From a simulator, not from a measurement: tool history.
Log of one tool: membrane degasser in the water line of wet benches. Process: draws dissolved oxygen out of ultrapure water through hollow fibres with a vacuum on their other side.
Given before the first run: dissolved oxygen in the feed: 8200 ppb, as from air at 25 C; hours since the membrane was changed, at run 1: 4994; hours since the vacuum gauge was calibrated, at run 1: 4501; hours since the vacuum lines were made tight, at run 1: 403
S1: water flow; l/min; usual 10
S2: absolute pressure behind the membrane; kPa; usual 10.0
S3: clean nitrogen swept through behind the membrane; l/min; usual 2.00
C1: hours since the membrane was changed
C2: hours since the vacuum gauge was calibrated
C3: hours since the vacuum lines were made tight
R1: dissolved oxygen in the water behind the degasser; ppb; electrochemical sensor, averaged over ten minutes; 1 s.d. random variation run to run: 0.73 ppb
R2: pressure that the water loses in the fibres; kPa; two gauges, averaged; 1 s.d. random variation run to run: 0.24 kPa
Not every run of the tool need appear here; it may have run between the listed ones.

run,hour,S1,S2,S3,C1,C2,C3,R1,R2
1,0.0,10,10.0,2.00,4994,4501,403,90.0,66.51
2,129.5,10,10.0,2.00,5124,4631,533,89.5,66.44
3,284.9,9,10.0,2.00,5279,4786,688,79.4,59.89
4,536.1,9,22.3,2.00,5530,5038,940,213.8,60.24
5,815.8,9,22.3,2.00,5810,5317,1219,213.1,60.24
6,1040.7,10,10.0,2.00,6035,5542,1444,90.8,66.94
7,1200.1,10,10.0,2.00,6194,5702,1604,89.9,67.19
8,1434.3,10,10.0,2.00,6429,5936,1838,91.5,67.13
# hour 1582.9: vacuum gauge calibrated
9,1704.7,10,10.0,2.00,6699,122,2108,87.4,67.62
10,1875.8,10,10.0,2.00,6870,293,2279,89.4,68.18
11,2044.1,12,6.2,0.83,7038,461,2447,117.6,80.63
12,2231.2,10,16.5,0.83,7225,648,2634,368.9,67.64
13,2464.9,9,16.1,4.12,7459,882,2868,74.5,61.24
14,2598.3,9,16.1,4.12,7592,1015,3001,74.0,61.06
15,2775.5,9,16.1,4.12,7769,1193,3178,75.5,60.86
16,3011.6,9,16.1,4.12,8005,1429,3415,73.9,60.75
17,3272.9,9,6.8,0.89,8267,1690,3676,90.3,61.60
18,3464.9,9,6.8,0.89,8459,1882,3868,89.8,61.27

Below are 5 alternative next runs, each starting from the tool's condition after run 18. Predict each:
A,3692.0,10,16.5,2.00,8686,2109,4095,?,?
B,3692.0,9,6.8,0.96,8686,2109,4095,?,?
C,3692.0,10,17.4,1.71,8686,2109,4095,?,?
D,3692.0,10,10.0,1.49,8686,2109,4095,?,?
E,3692.0,9,9.2,0.89,8686,2109,4095,?,?

run,R1,R2
A,168.7,68.32
B,85.6,61.71
C,207.8,68.07
D,120.1,68.47
E,149.2,61.20
Stripped of hidden state, with their random variation kept, the same runs would have yielded:
run,R1,R2
A,162.3,63.90
B,82.0,57.73
C,200.7,63.65
D,114.8,64.05
E,144.3,57.24

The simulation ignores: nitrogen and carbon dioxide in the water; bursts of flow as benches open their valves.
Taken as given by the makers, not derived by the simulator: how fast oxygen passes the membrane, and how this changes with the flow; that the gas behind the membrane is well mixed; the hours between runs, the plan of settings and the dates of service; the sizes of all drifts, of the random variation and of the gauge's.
